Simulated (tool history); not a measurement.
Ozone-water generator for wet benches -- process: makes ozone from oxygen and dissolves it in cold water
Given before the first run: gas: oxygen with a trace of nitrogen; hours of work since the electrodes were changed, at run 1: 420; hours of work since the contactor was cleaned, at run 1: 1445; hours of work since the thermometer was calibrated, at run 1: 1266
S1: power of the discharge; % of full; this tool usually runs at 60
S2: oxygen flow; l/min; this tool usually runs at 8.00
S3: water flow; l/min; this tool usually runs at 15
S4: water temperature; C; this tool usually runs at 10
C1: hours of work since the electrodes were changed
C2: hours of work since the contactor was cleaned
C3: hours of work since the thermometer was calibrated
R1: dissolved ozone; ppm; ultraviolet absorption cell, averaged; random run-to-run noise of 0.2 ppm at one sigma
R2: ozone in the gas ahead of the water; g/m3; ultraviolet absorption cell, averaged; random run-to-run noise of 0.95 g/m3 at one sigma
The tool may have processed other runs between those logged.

run,day,S1,S2,S3,S4,C1,C2,C3,R1,R2
1,0.000,60,8.00,15,10,420,1445,1266,27.2,159.0
2,2.979,60,8.00,15,10,466,1491,1312,27.4,159.1
3,4.642,60,8.00,15,10,492,1517,1338,27.3,160.2
4,6.562,42,8.00,15,10,522,1547,1368,20.4,118.8
5,8.908,46,8.00,15,10,559,1584,1405,21.6,128.7
6,10.292,46,8.00,15,10,580,1605,1426,21.7,127.1
7,12.412,46,8.00,15,10,613,1638,1459,21.5,127.4
8,13.800,46,8.00,15,10,635,1660,1481,21.4,127.0
9,15.171,60,8.00,15,8,656,1681,1502,27.6,159.2
10,17.938,60,8.00,15,8,699,1724,1545,28.1,159.0
11,20.950,60,8.00,18,10,746,1771,1592,23.3,158.3
12,23.612,60,8.00,18,10,788,1813,1634,22.7,156.6
13,26.554,60,8.00,15,10,833,1858,1679,26.7,159.9
14,29.575,60,8.00,16,10,881,1906,1726,25.0,157.5
15,31.067,60,4.00,22,8,904,1929,1750,15.4,197.6
16,33.388,99,14.32,11,9,940,1965,1786,50.9,195.4
17,34.867,99,14.32,11,9,963,1988,1809,50.8,196.9
18,36.238,67,9.11,15,10,984,2009,1830,29.7,163.8
19,37.892,84,8.00,17,10,1010,2035,1856,31.0,206.3
20,40.471,60,8.00,12,10,1050,2075,1896,31.6,157.4
21,42.188,60,8.00,12,10,1077,2102,1923,31.0,157.0
22,43.650,60,4.63,11,7,1100,2125,1946,32.7,186.2
23,46.004,60,4.63,11,7,1136,2161,1982,32.8,187.6
24,47.479,41,8.00,15,14,1159,2184,2005,18.0,115.5
25,49.162,41,8.00,15,14,1186,2211,2031,17.9,115.3
26,50.912,60,11.54,20,7,1213,2238,2059,22.7,138.6
27,53.550,97,9.40,15,10,1254,2279,2100,39.3,218.4

Hidden state or all else? Some run-to-run changes of R1, split into what the settings, what came in and random variation would give without the hidden state, and what is left for the hidden state (with any gauge scatter that isn't in both results):
Hidden conditions of the tool in this case: yield of the discharge, % of new electrodes'; contactor's efficiency, % of a clean one's; true water temperature over the reading, C; drift of the gauge itself on ozone_ppm, %; drift of the gauge itself on gas_g_m3, %.
Run 15 -> 16: S1 60 -> 99, S2 4.00 -> 14.32, S3 22 -> 11, S4 8 -> 9. R1 +35.5 ppm: hidden state -2.2, all else +37.7.
Run 17 -> 18: S1 99 -> 67, S2 14.32 -> 9.11, S3 11 -> 15, S4 9 -> 10. R1 -21.1 ppm: hidden state +1.5, all else -22.6.
Run 26 -> 27: S1 60 -> 97, S2 11.54 -> 9.40, S3 20 -> 15, S4 7 -> 10. R1 +16.6 ppm: hidden state -1.7, all else +18.3.
